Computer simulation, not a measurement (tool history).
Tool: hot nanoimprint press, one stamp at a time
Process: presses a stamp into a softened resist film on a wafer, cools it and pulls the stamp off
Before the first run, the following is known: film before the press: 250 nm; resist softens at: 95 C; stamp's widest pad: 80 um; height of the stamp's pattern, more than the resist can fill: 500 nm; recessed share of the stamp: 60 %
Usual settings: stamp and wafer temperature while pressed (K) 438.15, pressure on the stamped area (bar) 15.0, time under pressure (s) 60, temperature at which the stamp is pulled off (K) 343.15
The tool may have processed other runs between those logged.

| run | hour | stamp and wafer temperature while pressed (K) | pressure on the stamped area (bar) | time under pressure (s) | temperature at which the stamp is pulled off (K) | resist left under the stamp's widest pad (Å) | greatest force while the stamp is pulled off (N) |
|---|---|---|---|---|---|---|---|
| 1 | 0.0 | 438.15 | 15.0 | 60 | 343.15 | 959 | 132 |
| 2 | 44.5 | 438.15 | 15.0 | 60 | 343.15 | 953 | 136 |
| 3 | 78.3 | 438.15 | 15.0 | 60 | 343.15 | 943 | 135 |
| 4 | 111.5 | 438.15 | 15.0 | 60 | 343.15 | 951 | 137 |
| 5 | 142.6 | 438.15 | 15.0 | 60 | 336.15 | 946 | 152 |
| 6 | 187.8 | 438.15 | 15.0 | 60 | 336.15 | 939 | 160 |
| 7 | 215.0 | 438.15 | 15.0 | 60 | 336.15 | 926 | 159 |
|  | 224.4 | stamp cleaned and given a new release coat |
|  | 263.4 | plate thermocouple calibrated |
| 8 | 272.6 | 446.15 | 15.0 | 60 | 343.15 | 672 | 108 |
| 9 | 301.5 | 438.15 | 17.6 | 60 | 343.15 | 939 | 111 |
| 10 | 356.8 | 439.15 | 17.6 | 60 | 343.15 | 880 | 112 |
| 11 | 394.9 | 439.15 | 17.6 | 60 | 343.15 | 883 | 118 |
| 12 | 451.0 | 439.15 | 17.6 | 60 | 342.15 | 866 | 121 |
| 13 | 474.8 | 439.15 | 17.6 | 60 | 342.15 | 866 | 124 |
| 14 | 521.7 | 439.15 | 17.6 | 60 | 342.15 | 865 | 128 |
| 15 | 564.7 | 445.15 | 9.9 | 60 | 334.15 | 854 | 144 |
| 16 | 601.7 | 437.15 | 15.0 | 30 | 343.15 | 1311 | 130 |
| 17 | 643.6 | 435.15 | 18.3 | 88 | 347.15 | 903 | 124 |
| 18 | 696.1 | 434.15 | 17.6 | 32 | 343.15 | 1365 | 127 |
| 19 | 740.6 | 445.15 | 15.4 | 32 | 348.15 | 844 | 128 |
| 20 | 792.8 | 438.15 | 10.1 | 32 | 343.15 | 1449 | 143 |
| 21 | 843.6 | 438.15 | 10.1 | 32 | 343.15 | 1439 | 153 |
|  | 858.7 | stamp cleaned and given a new release coat |
| 22 | 880.0 | 442.15 | 16.9 | 109 | 347.15 | 574 | 95 |
| 23 | 931.1 | 431.15 | 12.4 | 43 | 343.15 | 1630 | 103 |
| 24 | 988.7 | 431.15 | 10.3 | 43 | 333.15 | 1734 | 129 |
| 25 | 1022.5 | 431.15 | 10.3 | 43 | 333.15 | 1738 | 128 |
|  | 1043.0 | plate thermocouple calibrated |
| 26 | 1061.1 | 448.15 | 14.4 | 33 | 343.15 | 776 | 115 |
| 27 | 1085.8 | 446.15 | 10.1 | 33 | 343.15 | 1038 | 123 |

Forecast each of these 3 alternatives for the next run:
| A | 1130.2 | 433.15 | 10.1 | 33 | 343.15 | ? | ? |
| B | 1130.2 | 446.15 | 17.6 | 33 | 343.15 | ? | ? |
| C | 1130.2 | 442.15 | 10.1 | 44 | 343.15 | ? | ? |

| run | resist left under the stamp's widest pad (Å) | greatest force while the stamp is pulled off (N) |
|---|---|---|
| A | 1799 | 123 |
| B | 764 | 124 |
| C | 1121 | 120 |
Stripped of hidden state, with their random variation kept, the same runs would have yielded:
| run | resist left under the stamp's widest pad (Å) | greatest force while the stamp is pulled off (N) |
|---|---|---|
| A | 1801 | 103 |
| B | 758 | 105 |
| C | 1121 | 101 |
